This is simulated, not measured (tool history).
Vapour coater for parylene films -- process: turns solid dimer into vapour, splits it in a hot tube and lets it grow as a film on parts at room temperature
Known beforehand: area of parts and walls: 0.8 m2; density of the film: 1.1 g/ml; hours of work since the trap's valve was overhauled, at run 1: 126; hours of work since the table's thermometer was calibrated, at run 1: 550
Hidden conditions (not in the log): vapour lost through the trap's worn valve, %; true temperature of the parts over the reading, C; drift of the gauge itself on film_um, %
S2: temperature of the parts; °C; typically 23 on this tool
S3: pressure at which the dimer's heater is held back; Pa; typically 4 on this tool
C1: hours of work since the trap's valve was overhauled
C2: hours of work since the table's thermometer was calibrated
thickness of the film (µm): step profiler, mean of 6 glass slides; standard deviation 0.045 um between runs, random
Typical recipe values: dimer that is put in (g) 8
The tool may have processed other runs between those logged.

Run 1, hour 0: usual settings; C1 126; C2 550. Result: thickness of the film (µm) 4.89.
Run 2, hour 26.2: usual settings but dimer that is put in (g) 5; C1 146; C2 571. Result: thickness of the film (µm) 3.07.
Run 3, hour 47.8: usual settings but dimer that is put in (g) 5; C1 164; C2 588. Result: thickness of the film (µm) 3.01.
Run 4, hour 71.6: usual settings but dimer that is put in (g) 5; C1 183; C2 607. Result: thickness of the film (µm) 3.05.
Run 5, hour 87.4: usual settings; C1 195; C2 620. Result: thickness of the film (µm) 4.75.
Run 6, hour 115.5: usual settings; C1 218; C2 642. Result: thickness of the film (µm) 4.82.
Run 7, hour 144.8: usual settings but S2 31 °C, S3 3.84 Pa; C1 241; C2 666. Result: thickness of the film (µm) 3.32.
Run 8, hour 168.9: usual settings but S2 31 °C, S3 2.92 Pa; C1 261; C2 685. Result: thickness of the film (µm) 3.33.
Run 9, hour 182.5: usual settings but S2 31 °C, S3 2.92 Pa; C1 271; C2 696. Result: thickness of the film (µm) 3.32.
Run 10, hour 200.2: usual settings but dimer that is put in (g) 7, S2 30 °C; C1 285; C2 710. Result: thickness of the film (µm) 3.02.
Run 11, hour 215.7: usual settings but dimer that is put in (g) 4, S2 33 °C, S3 3.13 Pa; C1 298; C2 722. Result: thickness of the film (µm) 1.51.
Run 12, hour 235.8: usual settings but S3 8.26 Pa; C1 314; C2 738. Result: thickness of the film (µm) 4.42.

Run by run, hidden condition taken away, random variation retained:
run  thickness of the film (µm)
  1                        5.08
  2                        3.21
  3                        3.17
  4                        3.23
  5                        5.05
  6                        5.17
  7                         3.6
  8                        3.63
  9                        3.64
 10                        3.32
 11                        1.67
 12                        4.91

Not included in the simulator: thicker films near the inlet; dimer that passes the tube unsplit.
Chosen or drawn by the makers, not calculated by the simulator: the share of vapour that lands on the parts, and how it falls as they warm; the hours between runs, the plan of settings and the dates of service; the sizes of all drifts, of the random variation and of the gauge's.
